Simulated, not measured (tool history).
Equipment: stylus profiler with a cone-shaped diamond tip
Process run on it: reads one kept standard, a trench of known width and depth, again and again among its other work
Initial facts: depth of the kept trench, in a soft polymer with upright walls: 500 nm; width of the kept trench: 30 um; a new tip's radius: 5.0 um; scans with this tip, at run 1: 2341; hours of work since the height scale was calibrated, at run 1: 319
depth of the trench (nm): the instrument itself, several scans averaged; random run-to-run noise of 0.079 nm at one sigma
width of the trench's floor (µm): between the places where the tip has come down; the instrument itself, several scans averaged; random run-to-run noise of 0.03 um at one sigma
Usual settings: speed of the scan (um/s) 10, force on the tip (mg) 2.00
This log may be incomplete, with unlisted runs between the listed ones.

| run | day | speed of the scan (um/s) | force on the tip (mg) | scans with this tip | hours of work since the height scale was calibrated | depth of the trench (nm) | width of the trench's floor (µm) |
|---|---|---|---|---|---|---|---|
| 1 | 0.000 | 10 | 2.00 | 2341 | 319 | 504.86 | 24.82 |
| 2 | 0.708 | 10 | 2.00 | 2404 | 327 | 504.70 | 24.79 |
| 3 | 1.042 | 10 | 2.00 | 2434 | 331 | 504.81 | 24.81 |
| 4 | 1.362 | 10 | 1.49 | 2463 | 335 | 504.13 | 24.79 |
| 5 | 1.675 | 10 | 1.49 | 2491 | 339 | 503.92 | 24.85 |
| 6 | 2.217 | 10 | 1.49 | 2539 | 346 | 503.98 | 24.75 |
| 7 | 2.550 | 10 | 2.46 | 2569 | 350 | 505.48 | 24.81 |
| 8 | 3.075 | 32 | 2.00 | 2616 | 356 | 505.04 | 24.69 |
| 9 | 3.479 | 10 | 1.47 | 2653 | 361 | 504.05 | 24.76 |
| 10 | 4.150 | 10 | 2.00 | 2713 | 369 | 504.93 | 24.75 |
| 11 | 4.642 | 10 | 2.00 | 2757 | 375 | 504.71 | 24.70 |
| 12 | 5.208 | 10 | 2.00 | 2808 | 382 | 504.84 | 24.72 |
| 13 | 5.883 | 10 | 2.00 | 2868 | 390 | 504.87 | 24.73 |
| 14 | 6.217 | 10 | 3.64 | 2898 | 394 | 507.34 | 24.67 |
| 15 | 6.525 | 10 | 3.64 | 2925 | 398 | 507.29 | 24.76 |
| 16 | 7.108 | 14 | 2.01 | 2978 | 405 | 504.87 | 24.65 |
| 17 | 7.558 | 2 | 1.02 | 3018 | 411 | 503.12 | 24.70 |
| 18 | 8.296 | 2 | 1.12 | 3084 | 420 | 503.30 | 24.66 |
| 19 | 8.842 | 19 | 3.52 | 3133 | 426 | 507.18 | 24.60 |
| 20 | 9.488 | 19 | 3.52 | 3191 | 434 | 507.00 | 24.64 |
| 21 | 10.012 | 19 | 3.52 | 3238 | 441 | 507.32 | 24.58 |
| 22 | 10.546 | 5 | 2.66 | 3286 | 447 | 506.02 | 24.67 |
| 23 | 11.058 | 20 | 1.33 | 3331 | 453 | 503.84 | 24.47 |
| 24 | 11.662 | 15 | 0.94 | 3386 | 461 | 503.01 | 24.53 |
| 25 | 12.258 | 33 | 1.14 | 3439 | 468 | 503.51 | 24.34 |
| 26 | 12.812 | 33 | 2.25 | 3488 | 475 | 505.29 | 24.46 |
| 27 | 13.375 | 5 | 1.63 | 3539 | 482 | 504.21 | 24.56 |
| 28 | 13.883 | 9 | 0.88 | 3584 | 488 | 502.94 | 24.51 |

Run 29 has not been measured yet. What should we expect?
| 29 | 14.404 | 19 | 1.02 | 3631 | 494 | ? | ? |

{"run 29": {"depth of the trench (nm)": 503.31, "width of the trench's floor (µm)": 24.47}}
With the hidden condition absent and the run-to-run variation left alone, this run would have shown depth of the trench (nm) 503.07, width of the trench's floor (µm) 25.55.
